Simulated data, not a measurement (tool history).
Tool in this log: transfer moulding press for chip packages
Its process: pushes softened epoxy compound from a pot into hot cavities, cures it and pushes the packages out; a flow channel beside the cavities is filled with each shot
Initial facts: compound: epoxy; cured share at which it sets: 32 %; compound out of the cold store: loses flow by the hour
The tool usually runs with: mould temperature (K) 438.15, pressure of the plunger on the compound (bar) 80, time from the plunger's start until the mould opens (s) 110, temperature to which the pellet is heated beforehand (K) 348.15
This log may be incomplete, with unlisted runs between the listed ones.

run   hour  mould temperature (K)  pressure of the plunger on the compound (bar)  time from the plunger's start until the mould opens (s)  temperature to which the pellet is heated beforehand (K)  incoming compound's hours out of the cold store  length that the compound runs in the flow channel (mm)  greatest force on the pins that push the packages out (N)
  1      0                 438.15                                             80                                                      110                                                    348.15                                             15.2                                                     637                                                        636
  2    7.9                 438.15                                             80                                                      110                                                    348.15                                             42.4                                                     597                                                        670
  3   23.2                 438.15                                             80                                                      110                                                    348.15                                             29.8                                                     617                                                        723
  4   33.8                 438.15                                             80                                                      110                                                    348.15                                             18.9                                                     630                                                        747
        44  -- cavities cleaned with cleaning compound and waxed
  5   51.3                 438.15                                             80                                                      110                                                    348.15                                             24.4                                                     618                                                        515
  6   66.4                 438.15                                             80                                                      110                                                    348.15                                               35                                                     601                                                        596
  7   78.4                 438.15                                             80                                                      110                                                    348.15                                             43.1                                                     588                                                        657
  8   93.5                 438.15                                             80                                                      110                                                    348.15                                             42.3                                                     582                                                        704
  9  103.4                 434.15                                             80                                                      110                                                    348.15                                             24.1                                                     631                                                        986
 10    114                 438.15                                             80                                                      110                                                    348.15                                             10.4                                                     640                                                        791
     121.6  -- cavities cleaned with cleaning compound and waxed
 11  123.6                 438.15                                             80                                                      110                                                    348.15                                             20.2                                                     624                                                        463
 12    131                 438.15                                             80                                                      115                                                    348.15                                             22.9                                                     617                                                        498
 13  137.5                 438.15                                             80                                                      115                                                    348.15                                               20                                                     624                                                        543
 14    148                 438.15                                             80                                                      110                                                    339.15                                             10.1                                                     640                                                        622
 15  156.8                 438.15                                             80                                                      110                                                    339.15                                             44.1                                                     585                                                        661
 16  165.9                 438.15                                             80                                                      110                                                    339.15                                             30.4                                                     600                                                        711
 17  179.3                 438.15                                             80                                                      110                                                    339.15                                             47.7                                                     577                                                        759
 18  194.6                 438.15                                             80                                                      110                                                    339.15                                             10.3                                                     634                                                        802
     197.9  -- mould's thermocouples calibrated
     202.1  -- cavities cleaned with cleaning compound and waxed
 19  212.5                 441.15                                           87.8                                                      149                                                    348.15                                             19.9                                                     635                                                        432
     216.4  -- plunger's sealing rings changed
 20  226.3                 441.15                                           87.8                                                      149                                                    348.15                                             22.3                                                     651                                                        479
 21  236.9                 438.15                                             80                                                      113                                                    349.15                                             43.7                                                     590                                                        602
 22  247.7                 438.15                                           72.5                                                      130                                                    355.15                                             44.8                                                     559                                                        574

Estimate the outcome of run 23 from the log above:
 23  260.5                 444.15                                             80                                                      125                                                    348.15                                             24.7                                                       ?                                                          ?

Logged for run 23: length that the compound runs in the flow channel (mm) 606, greatest force on the pins that push the packages out (N) 593.
Without the tool's hidden state the same run would have given length that the compound runs in the flow channel (mm) 609, greatest force on the pins that push the packages out (N) 370.
